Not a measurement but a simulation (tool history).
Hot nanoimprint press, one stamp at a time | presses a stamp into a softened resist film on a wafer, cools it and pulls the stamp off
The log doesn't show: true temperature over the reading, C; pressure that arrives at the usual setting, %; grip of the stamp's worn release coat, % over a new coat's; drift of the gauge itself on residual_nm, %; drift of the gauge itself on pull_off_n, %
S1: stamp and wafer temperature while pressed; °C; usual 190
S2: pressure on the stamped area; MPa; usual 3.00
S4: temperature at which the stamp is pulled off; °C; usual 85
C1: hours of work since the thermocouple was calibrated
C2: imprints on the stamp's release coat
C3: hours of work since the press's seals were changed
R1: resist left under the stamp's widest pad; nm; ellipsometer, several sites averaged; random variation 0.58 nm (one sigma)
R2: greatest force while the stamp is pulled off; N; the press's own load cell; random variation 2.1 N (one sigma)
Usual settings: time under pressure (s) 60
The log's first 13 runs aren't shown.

run 14 hour=163.5 | S1=190 S2=3.00 time_under_pressure_(s)=60 S4=85 | C1=282 C2=1160 C3=162 | R1=230.7 R2=168
run 15 hour=174.3 | S1=190 S2=3.00 time_under_pressure_(s)=60 S4=85 | C1=287 C2=1199 C3=167 | R1=231.4 R2=174
run 16 hour=190.2 | S1=190 S2=3.00 time_under_pressure_(s)=60 S4=85 | C1=294 C2=1256 C3=175 | R1=230.3 R2=171
run 17 hour=198.8 | S1=190 S2=3.00 time_under_pressure_(s)=49 S4=85 | C1=298 C2=1287 C3=179 | R1=246.6 R2=170
run 18 hour=210.6 | S1=190 S2=2.31 time_under_pressure_(s)=70 S4=85 | C1=303 C2=1329 C3=184 | R1=255.0 R2=173
run 19 hour=225.6 | S1=190 S2=2.38 time_under_pressure_(s)=78 S4=85 | C1=310 C2=1383 C3=191 | R1=242.3 R2=172
run 20 hour=235.3 | S1=190 S2=2.38 time_under_pressure_(s)=78 S4=85 | C1=315 C2=1418 C3=195 | R1=241.9 R2=170
run 21 hour=245.0 | S1=190 S2=2.81 time_under_pressure_(s)=60 S4=85 | C1=319 C2=1452 C3=200 | R1=239.5 R2=172
run 22 hour=254.9 | S1=187 S2=4.31 time_under_pressure_(s)=80 S4=90 | C1=324 C2=1488 C3=204 | R1=185.4 R2=145
run 23 hour=266.6 | S1=191 S2=3.00 time_under_pressure_(s)=60 S4=74 | C1=329 C2=1530 C3=210 | R1=224.9 R2=231
run 24 hour=283.8 | S1=193 S2=3.94 time_under_pressure_(s)=111 S4=89 | C1=337 C2=1591 C3=217 | R1=146.0 R2=147
run 25 hour=294.1 | S1=181 S2=3.00 time_under_pressure_(s)=82 S4=84 | C1=342 C2=1628 C3=222 | R1=272.6 R2=176
run 26 hour=311.5 | S1=190 S2=3.00 time_under_pressure_(s)=82 S4=72 | C1=350 C2=1691 C3=230 | R1=208.9 R2=234
run 27 hour=323.8 | S1=190 S2=3.00 time_under_pressure_(s)=82 S4=72 | C1=355 C2=1734 C3=236 | R1=208.2 R2=239
run 28 hour=332.3 | S1=200 S2=3.00 time_under_pressure_(s)=43 S4=85 | C1=359 C2=1765 C3=240 | R1=195.9 R2=172
run 29 hour=347.1 | S1=190 S2=2.49 time_under_pressure_(s)=31 S4=88 | C1=366 C2=1818 C3=246 | R1=308.9 R2=156
run 30 hour=360.6 | S1=190 S2=2.70 time_under_pressure_(s)=60 S4=80 | C1=372 C2=1866 C3=253 | R1=243.1 R2=196
run 31 hour=377.4 | S1=190 S2=2.70 time_under_pressure_(s)=60 S4=80 | C1=380 C2=1926 C3=260 | R1=243.0 R2=196

3 ways to go on from here, each from the tool as it stands after run 31. What would each give?
run A hour=392.7 | S1=190 S2=2.70 time_under_pressure_(s)=31 S4=79 | C1=387 C2=1981 C3=267 | R1=? R2=?
run B hour=392.7 | S1=190 S2=3.00 time_under_pressure_(s)=99 S4=85 | C1=387 C2=1981 C3=267 | R1=? R2=?
run C hour=392.7 | S1=190 S2=2.60 time_under_pressure_(s)=60 S4=85 | C1=387 C2=1981 C3=267 | R1=? R2=?

run=A R1=295.7 R2=200
run=B R1=195.3 R2=170
run=C R1=248.5 R2=168
Without the tool's hidden state the same runs would have given:
run=A R1=299.9 R2=199
run=B R1=198.1 R2=168
run=C R1=252.0 R2=167
